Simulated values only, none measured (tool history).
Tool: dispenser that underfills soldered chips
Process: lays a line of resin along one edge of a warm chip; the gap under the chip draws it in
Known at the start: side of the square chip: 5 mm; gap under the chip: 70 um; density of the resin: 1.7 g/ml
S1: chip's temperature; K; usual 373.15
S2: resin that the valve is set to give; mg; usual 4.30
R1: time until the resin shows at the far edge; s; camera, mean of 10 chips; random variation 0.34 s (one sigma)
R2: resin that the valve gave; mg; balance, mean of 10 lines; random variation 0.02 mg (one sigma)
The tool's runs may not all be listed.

Run 1, hour 0.0: usual settings. Result: R1 26.8 s, R2 4.18 mg.
At hour 1.2: new syringe of resin.
Run 2, hour 14.0: usual settings. Result: R1 27.4 s, R2 4.16 mg.
At hour 15.5: new syringe of resin.
At hour 28.5: dispensing valve cleaned and set on the balance.
Run 3, hour 29.2: usual settings. Result: R1 27.9 s, R2 4.27 mg.
At hour 31.0: new syringe of resin.
At hour 44.2: new syringe of resin.
Run 4, hour 46.3: usual settings but S1 358.15 K. Result: R1 29.7 s, R2 4.29 mg.
Run 5, hour 53.5: usual settings but S1 358.15 K. Result: R1 43.3 s, R2 4.27 mg.
At hour 57.9: new syringe of resin.
Run 6, hour 61.0: usual settings but S1 358.15 K. Result: R1 30.2 s, R2 4.24 mg.
At hour 71.1: new syringe of resin.
Run 7, hour 77.1: usual settings but S1 361.15 K, S2 4.66 mg. Result: R1 31.4 s, R2 4.59 mg.
At hour 80.7: stage's temperature calibrated.
At hour 86.1: new syringe of resin.
Run 8, hour 95.1: usual settings but S1 361.15 K, S2 4.66 mg. Result: R1 42.7 s, R2 4.53 mg.
At hour 99.6: new syringe of resin.
At hour 107.6: dispensing valve cleaned and set on the balance.
Run 9, hour 110.0: usual settings but S1 371.15 K, S2 4.26 mg. Result: R1 28.4 s, R2 4.28 mg.
At hour 114.5: new syringe of resin.
Run 10, hour 126.0: usual settings but S1 380.15 K. Result: R1 20.6 s, R2 4.27 mg.

Hidden state or all else? Some run-to-run changes of R1, split into what the settings, what came in and random variation would give without the hidden state, and what is left for the hidden state (with any gauge scatter that isn't in both results):
The hidden state here: resin's viscosity, % of fresh resin's; dose that the valve gives, % of what is set; true chip temperature over the reading, C; drift of the gauge itself on fill_s, %; drift of the gauge itself on given_mg, %.
Run 4 -> 5: no setting changed, nothing entered. R1 +13.6 s: hidden state +14.8, all else -1.2.
Run 8 -> 9: S1 361.15 -> 371.15, S2 4.66 -> 4.26, new syringe of resin, dispensing valve cleaned and set on the balance. R1 -14.3 s: hidden state -5.7, all else -8.6.
